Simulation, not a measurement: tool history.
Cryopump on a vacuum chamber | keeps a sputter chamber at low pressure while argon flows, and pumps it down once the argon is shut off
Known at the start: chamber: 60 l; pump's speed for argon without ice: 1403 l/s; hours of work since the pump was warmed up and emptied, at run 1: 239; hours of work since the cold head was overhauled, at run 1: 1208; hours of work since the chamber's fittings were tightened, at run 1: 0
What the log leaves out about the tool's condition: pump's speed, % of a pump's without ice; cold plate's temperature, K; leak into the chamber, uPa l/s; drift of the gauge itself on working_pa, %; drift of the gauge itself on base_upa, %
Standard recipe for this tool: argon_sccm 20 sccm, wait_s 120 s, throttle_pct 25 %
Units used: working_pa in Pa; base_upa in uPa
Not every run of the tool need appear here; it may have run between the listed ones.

run      day  argon_sccm  wait_s  throttle_pct  hours of work since the pump was warmed up and emptied  hours of work since the cold head was overhauled  hours of work since the chamber's fittings were tightened  working_pa  base_upa
  1        0          20     120            25                                                     239                                              1208                                                          0      0.0979      0.76
  2    2.167          20     120            25                                                     269                                              1238                                                         30       0.098      0.81
  3    4.746          20     120            25                                                     305                                              1274                                                         66       0.099      0.78
  4    7.467          20     120            25                                                     343                                              1312                                                        103      0.0999      0.84
  5   11.192          20     120            25                                                     394                                              1363                                                        155      0.0981      0.81
  6   13.483          20     120            25                                                     426                                              1395                                                        187      0.0987      0.83
  7   16.579          20     120            25                                                     469                                              1438                                                        230      0.1001      0.85
  8   20.292          20     120            25                                                     520                                              1489                                                        281      0.1001      0.86
  9   23.888          20      56            25                                                     570                                              1539                                                        331      0.1002      1.53
 10   27.254          20      56            55                                                     617                                              1586                                                        378      0.0475      1.56
 11   30.212          20      70            55                                                     658                                              1627                                                        419      0.0484      1.29
 12    33.45          20      70            55                                                     703                                              1672                                                        464      0.0485      1.29
 13   37.279          20      70            55                                                     756                                              1725                                                        517      0.0484      1.35
 14   40.321          20      78            25                                                     798                                              1767                                                        559      0.1008      1.27
 15   45.375          20     120            54                                                     868                                              1837                                                        629      0.0518      0.97
      48.588  -- pump warmed up, emptied and cooled again
 16   50.342          11     120            25                                                      24                                              1903                                                        695      0.0535      0.95
 17   54.238          11     120            25                                                      78                                              1957                                                        749      0.0535      0.93
 18   56.721          13      43            55                                                     113                                              1991                                                        783      0.0297         2
 19   59.321          18     120            26                                                     149                                              2027                                                        819      0.0838      0.97
 20   64.112          18     120            41                                                     215                                              2094                                                        886      0.0544      0.97
 21   68.475          18     130            46                                                     276                                              2154                                                        946      0.0489      0.95
 22   71.588          22      21            18                                                     319                                              2197                                                        989      0.1487      3.41
 23   74.758          12     266            38                                                     363                                              2241                                                       1033      0.0394      0.74
 24   77.371          12     168            31                                                     399                                              2278                                                       1069      0.0482      0.92
 25   80.179          12     168            31                                                     438                                              2316                                                       1108      0.0483      0.94
 26   85.312          22      41            25                                                     509                                              2388                                                       1179      0.1098      2.07
 27   89.825           9     283            17                                                     571                                              2450                                                       1242       0.065      0.79
 28   94.104           9     283            17                                                     631                                              2509                                                       1301      0.0654      0.88
 29   97.788          20     120            34                                                     682                                              2560                                                       1352      0.0755      1.19
 30  100.933          20     120            34                                                     725                                              2604                                                       1396      0.0768      1.15
 31    104.3          20      88            33                                                     772                                              2651                                                       1442      0.0796      1.42
 32  107.558          20     290            16                                                     817                                              2696                                                       1488      0.1574      0.95
 33  110.079          26     114            25                                                     852                                              2731                                                       1523      0.1331      1.25
 34  112.725          26     246            25                                                     889                                              2767                                                       1559      0.1347      0.98

Consider 3 possible next runs. They are alternatives, not a sequence: every one starts from the tool as it was left by run 34. What does each give?
     114.525  -- pump warmed up, emptied and cooled again
  A  115.883          20     274            25                                                      19                                              2808                                                       1600           ?         ?
     114.525  -- pump warmed up, emptied and cooled again
  B  115.883          18     120            25                                                      19                                              2808                                                       1600           ?         ?
     114.525  -- pump warmed up, emptied and cooled again
  C  115.883          26      86            25                                                      19                                              2808                                                       1600           ?         ?

run  working_pa  base_upa
  A      0.0963      0.78
  B      0.0873      1.11
  C      0.1267      1.36
With the hidden condition removed and each run's random variation left untouched, the same runs would have given:
run  working_pa  base_upa
  A      0.0959      0.41
  B      0.0869      0.73
  C      0.1262      0.98
